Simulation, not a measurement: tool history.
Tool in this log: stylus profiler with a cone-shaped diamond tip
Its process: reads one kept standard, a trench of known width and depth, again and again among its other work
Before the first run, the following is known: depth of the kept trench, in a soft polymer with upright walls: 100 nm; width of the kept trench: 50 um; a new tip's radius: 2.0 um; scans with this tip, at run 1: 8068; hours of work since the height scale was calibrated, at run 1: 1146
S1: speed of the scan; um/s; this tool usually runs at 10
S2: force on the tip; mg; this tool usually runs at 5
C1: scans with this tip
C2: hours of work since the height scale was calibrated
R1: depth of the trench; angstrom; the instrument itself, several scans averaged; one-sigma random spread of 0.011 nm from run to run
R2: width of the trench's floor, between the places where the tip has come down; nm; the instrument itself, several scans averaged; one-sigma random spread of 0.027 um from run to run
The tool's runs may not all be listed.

{"run": 1, "hour": 0.0, "S1": 10, "S2": 5, "C1": 8068, "C2": 1146, "R1": 1024.7, "R2": 48410}
{"run": 2, "hour": 39.8, "S1": 10, "S2": 5, "C1": 8292, "C2": 1178, "R1": 1024.3, "R2": 48420}
{"run": 3, "hour": 133.3, "S1": 10, "S2": 5, "C1": 8818, "C2": 1252, "R1": 1024.2, "R2": 48350}
{"hour": 164.0, "done": "height scale calibrated on a step standard"}
{"run": 4, "hour": 230.5, "S1": 10, "S2": 5, "C1": 9362, "C2": 53, "R1": 1023.6, "R2": 48390}
{"run": 5, "hour": 322.0, "S1": 10, "S2": 4.59, "C1": 9877, "C2": 126, "R1": 1021.9, "R2": 48380}
{"run": 6, "hour": 384.8, "S1": 10, "S2": 5, "C1": 10230, "C2": 176, "R1": 1023.2, "R2": 48350}
{"run": 7, "hour": 475.7, "S1": 10, "S2": 5, "C1": 10742, "C2": 249, "R1": 1023.2, "R2": 48320}
{"run": 8, "hour": 532.4, "S1": 10, "S2": 5, "C1": 11061, "C2": 294, "R1": 1023.2, "R2": 48340}
{"run": 9, "hour": 611.5, "S1": 10, "S2": 5, "C1": 11506, "C2": 358, "R1": 1022.9, "R2": 48370}
{"run": 10, "hour": 682.5, "S1": 10, "S2": 5, "C1": 11905, "C2": 414, "R1": 1022.9, "R2": 48350}
{"hour": 720.3, "done": "height scale calibrated on a step standard, once more"}
{"run": 11, "hour": 767.1, "S1": 10, "S2": 5, "C1": 12378, "C2": 37, "R1": 1026.7, "R2": 48290}
{"run": 12, "hour": 816.8, "S1": 7, "S2": 5, "C1": 12658, "C2": 77, "R1": 1026.8, "R2": 48270}
{"run": 13, "hour": 863.9, "S1": 7, "S2": 5, "C1": 12923, "C2": 115, "R1": 1026.6, "R2": 48260}
{"run": 14, "hour": 904.7, "S1": 7, "S2": 5, "C1": 13152, "C2": 147, "R1": 1026.5, "R2": 48270}
{"run": 15, "hour": 965.7, "S1": 10, "S2": 5, "C1": 13495, "C2": 196, "R1": 1026.6, "R2": 48230}
{"run": 16, "hour": 1040.3, "S1": 10, "S2": 5, "C1": 13915, "C2": 256, "R1": 1026.5, "R2": 48280}
{"run": 17, "hour": 1082.0, "S1": 10, "S2": 5, "C1": 14150, "C2": 289, "R1": 1026, "R2": 48270}
{"run": 18, "hour": 1174.9, "S1": 10, "S2": 5, "C1": 14672, "C2": 363, "R1": 1026.1, "R2": 48150}
{"run": 19, "hour": 1224.5, "S1": 10, "S2": 4.88, "C1": 14951, "C2": 403, "R1": 1025.8, "R2": 48220}
{"run": 20, "hour": 1302.8, "S1": 10, "S2": 5, "C1": 15392, "C2": 465, "R1": 1025.8, "R2": 48250}
{"run": 21, "hour": 1357.8, "S1": 10, "S2": 5, "C1": 15701, "C2": 509, "R1": 1025.9, "R2": 48150}
{"run": 22, "hour": 1422.4, "S1": 16, "S2": 2.74, "C1": 16065, "C2": 561, "R1": 1016.8, "R2": 48150}
{"run": 23, "hour": 1496.9, "S1": 16, "S2": 4.98, "C1": 16484, "C2": 621, "R1": 1025.6, "R2": 48180}
{"run": 24, "hour": 1539.9, "S1": 16, "S2": 4.98, "C1": 16726, "C2": 655, "R1": 1025.4, "R2": 48160}
{"run": 25, "hour": 1614.0, "S1": 16, "S2": 4.98, "C1": 17143, "C2": 714, "R1": 1025.4, "R2": 48090}
{"hour": 1638.6, "done": "new tip fitted, height scale calibrated"}
{"run": 26, "hour": 1701.1, "S1": 7, "S2": 3.51, "C1": 352, "C2": 50, "R1": 1020.7, "R2": 48700}
{"run": 27, "hour": 1746.3, "S1": 7, "S2": 3.51, "C1": 606, "C2": 86, "R1": 1020.6, "R2": 48690}
{"run": 28, "hour": 1824.7, "S1": 30, "S2": 3.94, "C1": 1047, "C2": 149, "R1": 1022, "R2": 48620}
{"run": 29, "hour": 1864.2, "S1": 27, "S2": 10.23, "C1": 1269, "C2": 180, "R1": 1042.1, "R2": 48690}
{"run": 30, "hour": 1946.4, "S1": 10, "S2": 1.76, "C1": 1731, "C2": 246, "R1": 1012.5, "R2": 48600}
{"run": 31, "hour": 2027.3, "S1": 14, "S2": 3.1, "C1": 2186, "C2": 311, "R1": 1018.5, "R2": 48640}
{"run": 32, "hour": 2069.2, "S1": 10, "S2": 14.18, "C1": 2422, "C2": 344, "R1": 1052.5, "R2": 48620}
{"run": 33, "hour": 2150.4, "S1": 27, "S2": 5, "C1": 2879, "C2": 409, "R1": 1025.5, "R2": 48550}
{"run": 34, "hour": 2220.2, "S1": 27, "S2": 5, "C1": 3271, "C2": 465, "R1": 1025.5, "R2": 48560}
{"run": 35, "hour": 2269.7, "S1": 28, "S2": 3.35, "C1": 3550, "C2": 504, "R1": 1019.1, "R2": 48490}
{"run": 36, "hour": 2310.8, "S1": 28, "S2": 3.35, "C1": 3781, "C2": 537, "R1": 1019.1, "R2": 48520}
{"run": 37, "hour": 2383.9, "S1": 28, "S2": 3.35, "C1": 4193, "C2": 596, "R1": 1018.7, "R2": 48500}
{"run": 38, "hour": 2442.0, "S1": 11, "S2": 4.96, "C1": 4520, "C2": 642, "R1": 1024.9, "R2": 48530}
{"run": 39, "hour": 2527.8, "S1": 16, "S2": 14.4, "C1": 5002, "C2": 711, "R1": 1052.5, "R2": 48530}
{"run": 40, "hour": 2616.3, "S1": 3, "S2": 3.52, "C1": 5500, "C2": 781, "R1": 1019.3, "R2": 48510}
{"run": 41, "hour": 2696.1, "S1": 4, "S2": 2.97, "C1": 5949, "C2": 845, "R1": 1017, "R2": 48460}

Entry by entry between the runs, the difference in hidden state between the last listed run before and the first listed run after:
From run 3 to run 4: height scale calibrated on a step standard (hour 164)
  radius of the tip, um: 3.17 -> 3.24; height scale over the true one, %: -0.24 -> -0.318
  measured value less the no-hidden-state value, R1: -2.5 -> -3.2 angstrom; R2: -330 -> -350 nm
From run 10 to run 11: height scale calibrated on a step standard, once more (hour 720.3)
  radius of the tip, um: 3.57 -> 3.64; height scale over the true one, %: -0.385 -> 0.001
  measured value less the no-hidden-state value, R1: -4 -> +0 angstrom; R2: -430 -> -450 nm
From run 25 to run 26: new tip fitted, height scale calibrated (hour 1638.6)
  radius of the tip, um: 4.28 -> 2.09; height scale over the true one, %: -0.124 -> -0.052
  measured value less the no-hidden-state value, R1: -1.2 -> -0.5 angstrom; R2: -590 -> -30 nm
